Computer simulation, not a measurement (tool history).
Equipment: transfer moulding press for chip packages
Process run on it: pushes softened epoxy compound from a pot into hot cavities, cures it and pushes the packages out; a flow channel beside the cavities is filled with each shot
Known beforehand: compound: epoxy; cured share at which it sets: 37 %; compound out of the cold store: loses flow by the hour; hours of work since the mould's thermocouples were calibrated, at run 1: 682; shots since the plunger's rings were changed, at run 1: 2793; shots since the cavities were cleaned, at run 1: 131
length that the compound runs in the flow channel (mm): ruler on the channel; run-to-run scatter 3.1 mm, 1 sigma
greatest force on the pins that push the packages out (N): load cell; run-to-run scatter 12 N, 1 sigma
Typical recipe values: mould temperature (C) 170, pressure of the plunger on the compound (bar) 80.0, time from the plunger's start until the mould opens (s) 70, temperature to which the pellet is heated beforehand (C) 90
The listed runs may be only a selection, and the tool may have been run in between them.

run,hour,mould temperature (C),pressure of the plunger on the compound (bar),time from the plunger's start until the mould opens (s),temperature to which the pellet is heated beforehand (C),hours of work since the mould's thermocouples were calibrated,shots since the plunger's rings were changed,shots since the cavities were cleaned,incoming compound's hours out of the cold store,length that the compound runs in the flow channel (mm),greatest force on the pins that push the packages out (N)
1,0.0,170,80.0,70,90,682,2793,131,33.5,923,580
# hour 51.7: cavities cleaned with cleaning compound and waxed
2,63.2,170,80.0,70,90,712,3477,127,31.7,931,580
# hour 120.6: cavities cleaned with cleaning compound and waxed
3,132.3,170,73.9,70,90,745,4228,130,15.5,915,592
# hour 179.3: mould's thermocouples calibrated
# hour 188.5: cavities cleaned with cleaning compound and waxed
4,210.8,170,73.9,70,90,15,5060,248,10.6,926,593
# hour 254.8: cavities cleaned with cleaning compound and waxed
5,275.2,170,73.9,70,90,45,5757,226,26.1,896,589
# hour 298.2: plunger's sealing rings changed
# hour 319.4: cavities cleaned with cleaning compound and waxed
6,376.4,170,73.9,70,90,92,850,632,44.9,868,574
# hour 383.8: cavities cleaned with cleaning compound and waxed
7,424.4,170,81.2,70,90,115,1366,450,38.4,923,561
# hour 451.3: cavities cleaned with cleaning compound and waxed
8,510.9,174,80.0,70,90,156,2309,661,16.0,936,421
# hour 520.8: cavities cleaned with cleaning compound and waxed
9,554.2,174,80.0,70,90,176,2773,371,16.1,939,423
# hour 587.8: cavities cleaned with cleaning compound and waxed
10,635.0,174,80.0,70,90,215,3653,524,9.8,945,450
# hour 650.5: cavities cleaned with cleaning compound and waxed
11,686.8,170,80.0,59,90,239,4211,403,12.9,959,924
# hour 712.6: cavities cleaned with cleaning compound and waxed
# hour 778.2: cavities cleaned with cleaning compound and waxed
12,778.2,170,80.0,59,90,282,5191,0,29.7,929,903
# hour 841.6: cavities cleaned with cleaning compound and waxed
13,842.0,170,80.0,70,90,312,5883,5,13.2,963,594
# hour 853.0: plunger's sealing rings changed
# hour 908.8: cavities cleaned with cleaning compound and waxed
14,947.1,173,80.0,76,90,361,1027,425,17.1,943,368
# hour 974.5: cavities cleaned with cleaning compound and waxed
15,1034.4,173,80.0,76,90,403,1978,664,26.9,925,392
# hour 1041.5: cavities cleaned with cleaning compound and waxed
16,1081.3,173,80.0,76,90,425,2483,443,47.1,893,383
# hour 1105.2: cavities cleaned with cleaning compound and waxed
17,1133.5,173,80.0,76,90,449,3044,313,21.5,932,391

Run 18 has not been measured yet. What should we expect?
# hour 1168.1: cavities cleaned with cleaning compound and waxed
18,1190.7,176,76.2,74,93,476,3663,251,18.0,?,?

{"run 18": {"length that the compound runs in the flow channel (mm)": 908, "greatest force on the pins that push the packages out (N)": 324}}
Had the tool carried no hidden state, the very same run would have given length that the compound runs in the flow channel (mm) 909, greatest force on the pins that push the packages out (N) 322.
